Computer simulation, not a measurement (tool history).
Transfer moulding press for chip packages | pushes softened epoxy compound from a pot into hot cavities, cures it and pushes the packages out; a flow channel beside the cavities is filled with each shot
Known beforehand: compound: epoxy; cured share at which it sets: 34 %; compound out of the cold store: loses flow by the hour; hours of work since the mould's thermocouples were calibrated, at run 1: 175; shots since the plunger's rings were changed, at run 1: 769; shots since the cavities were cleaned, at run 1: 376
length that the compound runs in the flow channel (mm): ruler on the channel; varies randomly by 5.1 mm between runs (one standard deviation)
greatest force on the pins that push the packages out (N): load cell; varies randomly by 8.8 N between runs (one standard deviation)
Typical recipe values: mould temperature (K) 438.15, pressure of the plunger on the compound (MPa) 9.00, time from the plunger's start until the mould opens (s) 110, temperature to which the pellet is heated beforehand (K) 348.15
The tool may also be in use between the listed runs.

run,hour,mould temperature (K),pressure of the plunger on the compound (MPa),time from the plunger's start until the mould opens (s),temperature to which the pellet is heated beforehand (K),hours of work since the mould's thermocouples were calibrated,shots since the plunger's rings were changed,shots since the cavities were cleaned,incoming compound's hours out of the cold store,length that the compound runs in the flow channel (mm),greatest force on the pins that push the packages out (N)
1,0.0,438.15,9.00,110,348.15,175,769,376,35.4,802,478
2,43.7,438.15,9.00,110,348.15,197,1152,759,32.5,817,542
# hour 49.0: cavities cleaned with cleaning compound and waxed
3,79.9,438.15,9.00,110,348.15,214,1457,272,17.7,889,604
4,115.8,438.15,9.00,110,354.15,231,1772,587,12.4,917,626
# hour 141.7: cavities cleaned with cleaning compound and waxed
# hour 154.9: cavities cleaned with cleaning compound and waxed, once more
5,181.1,438.15,9.00,110,354.15,262,2319,231,24.7,848,456
# hour 246.9: cavities cleaned with cleaning compound and waxed
6,247.8,438.15,9.00,110,354.15,294,2891,8,42.4,757,385
7,290.8,438.15,9.00,110,354.15,315,3267,384,29.0,813,484
8,326.0,438.15,9.00,102,348.15,332,3577,694,44.0,750,589
# hour 343.5: cavities cleaned with cleaning compound and waxed
9,386.3,440.15,7.59,91,354.15,361,4092,375,8.0,843,645
# hour 439.4: cavities cleaned with cleaning compound and waxed
# hour 445.4: plunger's sealing rings changed
10,445.4,439.15,7.59,91,354.15,388,0,31,19.6,819,508
11,512.9,439.15,7.59,91,354.15,421,592,623,47.2,689,644
# hour 534.3: cavities cleaned with cleaning compound and waxed
12,555.2,438.15,8.57,100,351.15,442,950,184,15.9,886,512
13,587.4,435.15,8.57,100,357.15,457,1233,467,32.3,805,657
14,617.5,439.15,9.00,91,346.15,472,1496,730,28.0,838,684
# hour 630.2: cavities cleaned with cleaning compound and waxed
15,671.0,438.15,9.26,104,339.15,498,1953,358,37.4,804,529

Subtracting, for every run, the result it would have given without the tool's unlogged condition from the measured result gives the following. The same run-to-run variation enters both numbers; the gauge's scatter may not:
Hidden conditions of the tool in this case: true mould temperature over the reading, C; pressure that reaches the compound, % of what is set; grip of the stained cavities, % over clean ones'; drift of the gauge itself on flow_mm, %; drift of the gauge itself on push_out_n, %.
run,length that the compound runs in the flow channel (mm),greatest force on the pins that push the packages out (N)
1,-9,+82
2,-12,+145
3,-15,+193
4,-18,+216
5,-22,+63
6,-25,+0
7,-30,+91
8,-29,+155
9,-38,+114
10,-3,+0
11,-6,+157
12,-11,+42
13,-12,+126
14,-15,+171
15,-18,+95
